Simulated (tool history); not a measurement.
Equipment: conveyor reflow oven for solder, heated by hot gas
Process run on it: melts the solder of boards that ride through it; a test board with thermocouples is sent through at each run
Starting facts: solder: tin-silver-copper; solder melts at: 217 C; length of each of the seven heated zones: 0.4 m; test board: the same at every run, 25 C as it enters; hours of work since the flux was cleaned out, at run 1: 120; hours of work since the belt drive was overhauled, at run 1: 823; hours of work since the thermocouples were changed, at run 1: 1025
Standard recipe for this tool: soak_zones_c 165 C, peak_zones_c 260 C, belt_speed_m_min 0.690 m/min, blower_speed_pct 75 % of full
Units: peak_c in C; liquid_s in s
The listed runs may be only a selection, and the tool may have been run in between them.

run   hour  soak_zones_c  peak_zones_c  belt_speed_m_min  blower_speed_pct  hours of work since the flux was cleaned out  hours of work since the belt drive was overhauled  hours of work since the thermocouples were changed  peak_c  liquid_s
  1    0.0           165           260             0.690                75                                           120                                                823                                                1025   244.5      43.9
      10.2  -- thermocouples of zones 6 and 7 changed
  2   85.0           165           260             0.690                70                                           174                                                877                                                  49   243.5      42.4
  3  162.0           165           260             0.771                75                                           224                                                927                                                  99   240.8      35.5
  4  214.5           165           260             0.771                75                                           258                                                961                                                 133   240.7      35.1
  5  250.5           165           260             0.690                75                                           281                                                984                                                 156   244.6      43.8
     298.6  -- flux residue cleaned out of gas plates and filters
  6  321.9           165           260             0.690                75                                            15                                               1027                                                 199   244.6      43.9
  7  369.0           165           260             0.690                75                                            46                                               1058                                                 230   244.1      43.7
  8  435.5           168           260             0.690                75                                            89                                               1101                                                 273   244.9      45.4
     479.9  -- belt drive overhauled, speed set with a stopwatch
  9  501.5           168           260             0.690                75                                           129                                                 14                                                 313   245.1      45.0
 10  566.8           165           260             0.690                75                                           172                                                 56                                                 356   244.5      43.9
 11  644.7           165           260             0.690                75                                           222                                                107                                                 406   244.5      43.8
 12  680.6           165           260             0.610                75                                           245                                                130                                                 429   247.7      53.9
 13  738.6           165           260             0.690                75                                           283                                                168                                                 467   244.4      44.2
     781.5  -- flux residue cleaned out of gas plates and filters
 14  825.7           161           272             0.690                75                                            29                                                221                                                 520   254.2      49.4

What does the tool deliver on the next run?
 15  881.1           158           266             0.690                75                                            65                                                257                                                 556       ?         ?

Run 15 measured peak_c 248.5 C, liquid_s 44.9 s.
Take away the tool's hidden state, keep the run-to-run variation as it was, and the same run would have given peak_c 248.5 C, liquid_s 44.9 s.
